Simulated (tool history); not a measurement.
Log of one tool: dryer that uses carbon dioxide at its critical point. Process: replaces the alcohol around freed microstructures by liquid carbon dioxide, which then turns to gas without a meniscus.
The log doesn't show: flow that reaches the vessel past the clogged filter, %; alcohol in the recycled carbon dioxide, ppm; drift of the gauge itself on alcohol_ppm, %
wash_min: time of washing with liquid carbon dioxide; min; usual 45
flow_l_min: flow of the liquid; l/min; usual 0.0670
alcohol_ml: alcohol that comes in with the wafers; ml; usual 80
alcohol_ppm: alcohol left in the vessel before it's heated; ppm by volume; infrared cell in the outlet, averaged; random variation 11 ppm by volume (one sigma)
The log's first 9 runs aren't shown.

| run | hour | wash_min | flow_l_min | alcohol_ml | hours of work since the filter was changed | hours of work since the purifier's bed was changed | alcohol_ppm |
|---|---|---|---|---|---|---|---|
| 10 | 132.2 | 45 | 0.0670 | 23 | 161 | 175 | 322 |
| 11 | 143.7 | 45 | 0.0670 | 80 | 167 | 181 | 1041 |
|  | 156.6 | inlet filter changed |
| 12 | 160.8 | 45 | 0.0670 | 80 | 2 | 189 | 653 |
| 13 | 181.3 | 45 | 0.0670 | 80 | 13 | 199 | 651 |
| 14 | 195.5 | 45 | 0.0670 | 98 | 20 | 206 | 843 |
| 15 | 212.0 | 45 | 0.0670 | 98 | 28 | 215 | 846 |
| 16 | 222.2 | 45 | 0.0670 | 98 | 33 | 220 | 829 |
| 17 | 232.7 | 45 | 0.0670 | 98 | 39 | 225 | 861 |
| 18 | 242.7 | 45 | 0.0670 | 98 | 44 | 230 | 871 |
| 19 | 266.0 | 39 | 0.0670 | 80 | 55 | 242 | 1527 |
| 20 | 288.7 | 39 | 0.0670 | 53 | 67 | 254 | 1041 |
| 21 | 311.9 | 39 | 0.0670 | 53 | 79 | 265 | 1036 |
| 22 | 328.0 | 39 | 0.0670 | 53 | 87 | 273 | 1098 |
| 23 | 337.4 | 39 | 0.0670 | 53 | 92 | 278 | 1091 |

Run 24 comes next. What will it give?
| 24 | 349.5 | 39 | 0.0670 | 53 | 98 | 284 | ? |

Run 24 gave alcohol_ppm 1126 ppm by volume.
Without the tool's hidden state the same run would have given alcohol_ppm 868 ppm by volume.

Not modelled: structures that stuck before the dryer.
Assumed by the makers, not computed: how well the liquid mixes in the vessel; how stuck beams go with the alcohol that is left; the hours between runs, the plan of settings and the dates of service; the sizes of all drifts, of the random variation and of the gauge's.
